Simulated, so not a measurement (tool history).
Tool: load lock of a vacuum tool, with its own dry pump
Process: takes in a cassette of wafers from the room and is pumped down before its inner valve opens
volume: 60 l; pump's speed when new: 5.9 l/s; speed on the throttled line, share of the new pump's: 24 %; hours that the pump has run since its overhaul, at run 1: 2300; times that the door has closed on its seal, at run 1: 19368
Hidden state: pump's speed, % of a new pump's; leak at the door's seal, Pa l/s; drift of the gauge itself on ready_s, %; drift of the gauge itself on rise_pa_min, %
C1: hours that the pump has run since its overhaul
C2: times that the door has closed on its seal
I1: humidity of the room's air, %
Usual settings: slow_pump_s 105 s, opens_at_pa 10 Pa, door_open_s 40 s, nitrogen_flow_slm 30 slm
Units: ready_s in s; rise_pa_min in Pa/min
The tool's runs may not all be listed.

run 1 hour=0.0 | slow_pump_s=105 opens_at_pa=10 door_open_s=40 nitrogen_flow_slm=30 | C1=2300 C2=19368 | I1=50.2 | ready_s=176.9 rise_pa_min=0.234
run 2 hour=404.3 | slow_pump_s=105 opens_at_pa=10 door_open_s=40 nitrogen_flow_slm=30 | C1=2704 C2=20751 | I1=42.0 | ready_s=180.2 rise_pa_min=0.256
run 3 hour=888.4 | slow_pump_s=105 opens_at_pa=10 door_open_s=40 nitrogen_flow_slm=30 | C1=3188 C2=22407 | I1=42.9 | ready_s=180.9 rise_pa_min=0.284
-- hour=1286.1 door's seal changed, seat wiped
run 4 hour=1395.0 | slow_pump_s=105 opens_at_pa=10 door_open_s=40 nitrogen_flow_slm=30 | C1=3693 C2=372 | I1=43.5 | ready_s=180.2 rise_pa_min=0.015
run 5 hour=1754.3 | slow_pump_s=105 opens_at_pa=16 door_open_s=40 nitrogen_flow_slm=30 | C1=4052 C2=1601 | I1=46.5 | ready_s=176.4 rise_pa_min=0.023
run 6 hour=2129.3 | slow_pump_s=105 opens_at_pa=10 door_open_s=40 nitrogen_flow_slm=8 | C1=4427 C2=2884 | I1=44.3 | ready_s=182.0 rise_pa_min=0.045
run 7 hour=2485.1 | slow_pump_s=105 opens_at_pa=10 door_open_s=40 nitrogen_flow_slm=8 | C1=4783 C2=4101 | I1=44.8 | ready_s=181.7 rise_pa_min=0.059
run 8 hour=2841.0 | slow_pump_s=105 opens_at_pa=10 door_open_s=40 nitrogen_flow_slm=8 | C1=5139 C2=5319 | I1=42.8 | ready_s=182.9 rise_pa_min=0.062
run 9 hour=3338.5 | slow_pump_s=105 opens_at_pa=10 door_open_s=40 nitrogen_flow_slm=8 | C1=5637 C2=7021 | I1=46.9 | ready_s=186.5 rise_pa_min=0.085
run 10 hour=3676.3 | slow_pump_s=105 opens_at_pa=9 door_open_s=40 nitrogen_flow_slm=30 | C1=5974 C2=8177 | I1=45.8 | ready_s=188.0 rise_pa_min=0.080
run 11 hour=3901.0 | slow_pump_s=105 opens_at_pa=10 door_open_s=40 nitrogen_flow_slm=30 | C1=6199 C2=8945 | I1=48.8 | ready_s=184.8 rise_pa_min=0.085
run 12 hour=4310.3 | slow_pump_s=105 opens_at_pa=10 door_open_s=40 nitrogen_flow_slm=30 | C1=6608 C2=10346 | I1=44.3 | ready_s=185.1 rise_pa_min=0.105
run 13 hour=4808.6 | slow_pump_s=105 opens_at_pa=10 door_open_s=40 nitrogen_flow_slm=30 | C1=7107 C2=12051 | I1=42.9 | ready_s=186.3 rise_pa_min=0.123
run 14 hour=5278.3 | slow_pump_s=105 opens_at_pa=10 door_open_s=40 nitrogen_flow_slm=30 | C1=7576 C2=13658 | I1=41.8 | ready_s=187.2 rise_pa_min=0.144
run 15 hour=5551.4 | slow_pump_s=105 opens_at_pa=10 door_open_s=40 nitrogen_flow_slm=30 | C1=7850 C2=14592 | I1=46.5 | ready_s=189.7 rise_pa_min=0.167
run 16 hour=5810.2 | slow_pump_s=105 opens_at_pa=10 door_open_s=40 nitrogen_flow_slm=30 | C1=8108 C2=15477 | I1=44.8 | ready_s=187.9 rise_pa_min=0.184
run 17 hour=6187.8 | slow_pump_s=105 opens_at_pa=10 door_open_s=40 nitrogen_flow_slm=30 | C1=8486 C2=16769 | I1=47.0 | ready_s=189.0 rise_pa_min=0.193
run 18 hour=6475.0 | slow_pump_s=105 opens_at_pa=10 door_open_s=40 nitrogen_flow_slm=30 | C1=8773 C2=17752 | I1=43.8 | ready_s=189.4 rise_pa_min=0.208
run 19 hour=6688.5 | slow_pump_s=105 opens_at_pa=10 door_open_s=40 nitrogen_flow_slm=40 | C1=8987 C2=18482 | I1=45.7 | ready_s=191.0 rise_pa_min=0.224
run 20 hour=7010.5 | slow_pump_s=105 opens_at_pa=16 door_open_s=40 nitrogen_flow_slm=7 | C1=9309 C2=19584 | I1=40.3 | ready_s=184.9 rise_pa_min=0.261
run 21 hour=7394.4 | slow_pump_s=53 opens_at_pa=10 door_open_s=40 nitrogen_flow_slm=7 | C1=9693 C2=20897 | I1=42.7 | ready_s=156.0 rise_pa_min=0.284
run 22 hour=7783.7 | slow_pump_s=182 opens_at_pa=11 door_open_s=40 nitrogen_flow_slm=25 | C1=10082 C2=22229 | I1=44.3 | ready_s=246.5 rise_pa_min=0.299
-- hour=8249.1 door's seal changed, seat wiped
run 23 hour=8295.3 | slow_pump_s=156 opens_at_pa=10 door_open_s=180 nitrogen_flow_slm=30 | C1=10592 C2=158 | I1=47.7 | ready_s=230.7 rise_pa_min=0.032
run 24 hour=8676.6 | slow_pump_s=88 opens_at_pa=14 door_open_s=40 nitrogen_flow_slm=30 | C1=10973 C2=1463 | I1=44.9 | ready_s=177.4 rise_pa_min=0.023
run 25 hour=8927.9 | slow_pump_s=88 opens_at_pa=14 door_open_s=40 nitrogen_flow_slm=30 | C1=11225 C2=2323 | I1=41.9 | ready_s=179.6 rise_pa_min=0.029
run 26 hour=9307.7 | slow_pump_s=200 opens_at_pa=10 door_open_s=40 nitrogen_flow_slm=7 | C1=11604 C2=3622 | I1=42.1 | ready_s=260.6 rise_pa_min=0.047
-- hour=9562.6 dry pump taken out, an overhauled one fitted
run 27 hour=9593.3 | slow_pump_s=200 opens_at_pa=10 door_open_s=40 nitrogen_flow_slm=7 | C1=31 C2=4578 | I1=48.0 | ready_s=244.5 rise_pa_min=0.063
run 28 hour=10045.4 | slow_pump_s=169 opens_at_pa=9 door_open_s=154 nitrogen_flow_slm=13 | C1=483 C2=6125 | I1=45.0 | ready_s=225.0 rise_pa_min=0.088
run 29 hour=10323.8 | slow_pump_s=178 opens_at_pa=10 door_open_s=232 nitrogen_flow_slm=5 | C1=761 C2=7078 | I1=43.5 | ready_s=229.1 rise_pa_min=0.136
run 30 hour=10728.2 | slow_pump_s=178 opens_at_pa=10 door_open_s=232 nitrogen_flow_slm=5 | C1=1166 C2=8461 | I1=42.8 | ready_s=233.4 rise_pa_min=0.154
run 31 hour=11234.7 | slow_pump_s=178 opens_at_pa=10 door_open_s=232 nitrogen_flow_slm=5 | C1=1672 C2=10194 | I1=44.6 | ready_s=231.9 rise_pa_min=0.172
run 32 hour=11477.6 | slow_pump_s=178 opens_at_pa=10 door_open_s=232 nitrogen_flow_slm=5 | C1=1915 C2=11025 | I1=44.5 | ready_s=232.3 rise_pa_min=0.184
run 33 hour=11706.3 | slow_pump_s=114 opens_at_pa=10 door_open_s=40 nitrogen_flow_slm=31 | C1=2144 C2=11807 | I1=43.3 | ready_s=184.3 rise_pa_min=0.121
run 34 hour=11929.4 | slow_pump_s=114 opens_at_pa=10 door_open_s=35 nitrogen_flow_slm=8 | C1=2367 C2=12571 | I1=47.4 | ready_s=182.5 rise_pa_min=0.146
run 35 hour=12371.8 | slow_pump_s=91 opens_at_pa=12 door_open_s=35 nitrogen_flow_slm=10 | C1=2809 C2=14084 | I1=45.4 | ready_s=166.5 rise_pa_min=0.167
run 36 hour=12581.2 | slow_pump_s=168 opens_at_pa=16 door_open_s=118 nitrogen_flow_slm=10 | C1=3019 C2=14801 | I1=43.7 | ready_s=219.4 rise_pa_min=0.191

5 ways to go on from here, each from the tool as it stands after run 36. What would each give?
run A hour=12885.7 | slow_pump_s=105 opens_at_pa=8 door_open_s=40 nitrogen_flow_slm=30 | C1=3323 C2=15842 | I1=41.4 | ready_s=? rise_pa_min=?
run B hour=12885.7 | slow_pump_s=188 opens_at_pa=16 door_open_s=118 nitrogen_flow_slm=22 | C1=3323 C2=15842 | I1=46.8 | ready_s=? rise_pa_min=?
run C hour=12885.7 | slow_pump_s=97 opens_at_pa=10 door_open_s=40 nitrogen_flow_slm=30 | C1=3323 C2=15842 | I1=47.1 | ready_s=? rise_pa_min=?
run D hour=12885.7 | slow_pump_s=105 opens_at_pa=10 door_open_s=40 nitrogen_flow_slm=6 | C1=3323 C2=15842 | I1=46.8 | ready_s=? rise_pa_min=?
run E hour=12885.7 | slow_pump_s=105 opens_at_pa=11 door_open_s=91 nitrogen_flow_slm=30 | C1=3323 C2=15842 | I1=46.9 | ready_s=? rise_pa_min=?

run=A ready_s=181.7 rise_pa_min=0.181
run=B ready_s=234.0 rise_pa_min=0.197
run=C ready_s=173.4 rise_pa_min=0.183
run=D ready_s=179.9 rise_pa_min=0.206
run=E ready_s=178.7 rise_pa_min=0.190
Without the tool's hidden state the same runs would have given:
run=A ready_s=177.3 rise_pa_min=0.013
run=B ready_s=231.3 rise_pa_min=0.030
run=C ready_s=169.1 rise_pa_min=0.014
run=D ready_s=175.6 rise_pa_min=0.040
run=E ready_s=174.6 rise_pa_min=0.022

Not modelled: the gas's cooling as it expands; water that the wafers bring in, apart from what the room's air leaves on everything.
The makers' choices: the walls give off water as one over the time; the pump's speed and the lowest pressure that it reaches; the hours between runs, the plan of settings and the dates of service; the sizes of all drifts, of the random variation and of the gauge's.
